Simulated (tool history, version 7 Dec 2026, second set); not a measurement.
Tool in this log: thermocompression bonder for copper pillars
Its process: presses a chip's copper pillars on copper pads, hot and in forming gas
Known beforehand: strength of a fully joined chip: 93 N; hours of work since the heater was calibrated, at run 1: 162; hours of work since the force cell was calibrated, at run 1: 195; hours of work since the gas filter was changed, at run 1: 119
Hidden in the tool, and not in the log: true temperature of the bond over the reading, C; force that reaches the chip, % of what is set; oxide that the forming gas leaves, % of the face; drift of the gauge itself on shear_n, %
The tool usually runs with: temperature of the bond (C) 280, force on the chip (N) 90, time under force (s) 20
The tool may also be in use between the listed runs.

run,hour,temperature of the bond (C),force on the chip (N),time under force (s),hours of work since the heater was calibrated,hours of work since the force cell was calibrated,hours of work since the gas filter was changed,force that shears a chip off (N)
1,0.0,280,90,20,162,195,119,60.7
2,6.9,280,90,20,167,201,124,60.7
3,16.2,280,90,20,175,208,132,61.8
4,26.3,280,90,20,183,216,140,58.7
5,32.7,280,90,20,188,222,145,60.2
6,41.1,290,90,20,195,228,152,63.9
7,47.5,280,90,20,200,233,157,60.3
8,55.3,280,90,20,206,240,163,59.3
9,63.3,280,90,20,212,246,169,60.9
10,69.4,280,90,20,217,251,174,60.2
11,74.9,280,90,20,222,255,179,59.7
12,82.8,280,90,20,228,262,185,59.3
13,90.9,280,102,20,235,268,191,62.0
14,100.4,280,102,20,242,276,199,61.6
15,105.2,280,102,20,246,280,203,61.0
16,112.3,280,90,24,252,285,209,62.2
17,119.1,280,90,24,257,291,214,62.0
18,129.4,280,90,20,265,299,222,58.6
19,137.9,280,90,20,272,306,229,57.1
20,144.6,280,90,20,277,311,234,59.4
21,150.6,255,90,20,282,316,239,45.4
22,155.8,296,90,20,286,320,243,64.3
23,165.4,280,90,14,294,328,251,51.6
24,171.0,280,120,20,299,332,256,62.7
25,179.0,280,120,20,305,339,262,61.9
26,185.7,280,120,20,310,344,267,63.1
27,193.2,285,123,37,316,350,273,71.6
28,201.6,293,90,20,323,357,280,62.0
29,211.7,303,61,23,331,365,288,61.0
30,216.4,303,62,33,335,368,292,65.2
31,222.2,303,62,33,340,373,297,66.4
32,226.7,285,55,20,343,377,300,49.3
33,233.3,285,55,20,348,382,305,48.6
# hour 235.3: forming gas filter changed
34,239.1,285,55,20,353,386,3,56.5
35,246.6,285,55,20,359,392,9,54.6
36,251.9,280,90,40,363,396,13,71.1
37,256.3,280,71,20,366,400,17,57.3
38,260.8,258,99,14,370,404,20,46.2
39,266.7,281,90,39,375,408,25,72.3

Here are 5 independent what-if runs from the current tool condition. What would each one return?
A,275.7,284,90,21,382,416,32,?
B,275.7,277,103,34,382,416,32,?
C,275.7,281,72,39,382,416,32,?
D,275.7,251,110,39,382,416,32,?
E,275.7,271,104,20,382,416,32,?

run,force that shears a chip off (N)
A,63.5
B,71.5
C,68.7
D,60.1
E,60.1
Without the tool's hidden state the same runs would have given:
run,force that shears a chip off (N)
A,67.1
B,75.0
C,72.3
D,64.1
E,64.0
